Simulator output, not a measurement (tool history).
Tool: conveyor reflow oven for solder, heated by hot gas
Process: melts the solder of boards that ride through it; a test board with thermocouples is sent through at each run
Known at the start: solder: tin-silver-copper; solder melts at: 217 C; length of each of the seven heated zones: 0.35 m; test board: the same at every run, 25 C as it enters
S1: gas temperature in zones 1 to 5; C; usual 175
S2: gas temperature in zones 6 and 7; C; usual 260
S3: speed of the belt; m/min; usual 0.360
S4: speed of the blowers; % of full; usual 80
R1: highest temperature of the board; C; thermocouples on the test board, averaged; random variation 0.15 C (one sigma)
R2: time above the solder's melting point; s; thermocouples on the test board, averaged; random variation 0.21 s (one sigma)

run	hour	S1	S2	S3	S4	R1	R2
1	0.0	175	260	0.360	80	251.0	90.7
# hour 44.2: flux residue cleaned out of gas plates and filters
2	54.2	175	260	0.360	80	252.0	92.4
3	81.0	175	260	0.360	80	252.3	92.2
4	117.1	175	260	0.360	80	251.9	92.2
5	157.5	180	260	0.360	80	252.4	95.5
6	188.6	180	260	0.344	80	252.9	101.2
7	214.3	180	260	0.344	80	252.9	100.7
8	236.1	175	260	0.360	80	251.5	92.3
9	269.2	175	260	0.360	80	251.5	91.6
10	292.7	175	260	0.360	80	251.4	91.6
11	322.8	175	260	0.360	88	252.5	93.1
12	349.6	189	260	0.401	80	250.9	88.5
13	396.2	163	270	0.428	85	254.9	73.0

Forecast run 14:
# hour 404.9: flux residue cleaned out of gas plates and filters
14	449.5	163	270	0.428	85	?	?

Run 14 gave R1 256.7 C, R2 74.4 s.
Without the tool's hidden state the same run would have given R1 256.4 C, R2 73.4 s.

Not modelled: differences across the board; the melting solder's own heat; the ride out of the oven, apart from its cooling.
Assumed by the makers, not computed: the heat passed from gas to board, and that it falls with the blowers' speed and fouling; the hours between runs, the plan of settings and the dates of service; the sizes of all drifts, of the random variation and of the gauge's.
